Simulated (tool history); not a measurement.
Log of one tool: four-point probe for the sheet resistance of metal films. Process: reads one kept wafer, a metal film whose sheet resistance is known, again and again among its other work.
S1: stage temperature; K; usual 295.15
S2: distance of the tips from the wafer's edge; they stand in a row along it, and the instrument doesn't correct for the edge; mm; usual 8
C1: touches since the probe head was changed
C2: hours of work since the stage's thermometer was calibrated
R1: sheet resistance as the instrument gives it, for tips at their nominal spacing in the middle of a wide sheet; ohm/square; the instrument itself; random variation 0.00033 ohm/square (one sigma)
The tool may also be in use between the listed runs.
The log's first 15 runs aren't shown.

| run | day | S1 | S2 | C1 | C2 | R1 |
|---|---|---|---|---|---|---|
|  | 7.4 | stage's thermometer calibrated |
| 16 | 7.679 | 295.15 | 3 | 6008 | 5 | 1.765916 |
| 17 | 8.279 | 295.15 | 3 | 6231 | 16 | 1.765401 |
| 18 | 8.979 | 295.15 | 8 | 6493 | 29 | 1.645132 |
|  | 9.125 | stage's thermometer calibrated, once more |
| 19 | 9.65 | 295.15 | 8 | 6736 | 10 | 1.64817 |
| 20 | 10.346 | 292.15 | 57 | 6995 | 22 | 1.627895 |
| 21 | 10.829 | 297.15 | 37 | 7176 | 31 | 1.627032 |
| 22 | 11.404 | 295.15 | 7 | 7391 | 41 | 1.654909 |
| 23 | 12.038 | 306.15 | 22 | 7627 | 53 | 1.626231 |
| 24 | 12.379 | 307.15 | 19 | 7754 | 59 | 1.626872 |
| 25 | 12.842 | 297.15 | 16 | 7927 | 67 | 1.630811 |
| 26 | 13.362 | 300.15 | 44 | 8121 | 77 | 1.625087 |
| 27 | 13.658 | 300.15 | 54 | 8231 | 82 | 1.62541 |
| 28 | 14.233 | 300.15 | 54 | 8446 | 93 | 1.625038 |
| 29 | 14.575 | 297.15 | 39 | 8574 | 99 | 1.626022 |
| 30 | 14.892 | 297.15 | 39 | 8693 | 105 | 1.626463 |
| 31 | 15.367 | 298.15 | 20 | 8870 | 113 | 1.629382 |
| 32 | 15.85 | 296.15 | 6 | 9049 | 122 | 1.664397 |
| 33 | 16.408 | 299.15 | 30 | 9259 | 132 | 1.626712 |
| 34 | 16.983 | 292.15 | 57 | 9472 | 143 | 1.628038 |
| 35 | 17.654 | 308.15 | 12 | 9724 | 155 | 1.632056 |
| 36 | 17.988 | 307.15 | 3 | 9848 | 161 | 1.764315 |
| 37 | 18.492 | 307.15 | 3 | 10036 | 170 | 1.764055 |
| 38 | 19.012 | 296.15 | 13 | 10231 | 179 | 1.633969 |

4 ways to go on from here, each from the tool as it stands after run 38. What would each give?
| A | 19.558 | 301.15 | 5 | 10434 | 189 | ? |
| B | 19.558 | 296.15 | 42 | 10434 | 189 | ? |
| C | 19.558 | 299.15 | 8 | 10434 | 189 | ? |
| D | 19.558 | 301.15 | 5 | 10434 | 189 | ? |

| run | R1 |
|---|---|
| A | 1.678528 |
| B | 1.626203 |
| C | 1.646326 |
| D | 1.678823 |
Without the tool's hidden state the same runs would have given:
| run | R1 |
|---|---|
| A | 1.674289 |
| B | 1.622091 |
| C | 1.642164 |
| D | 1.674583 |
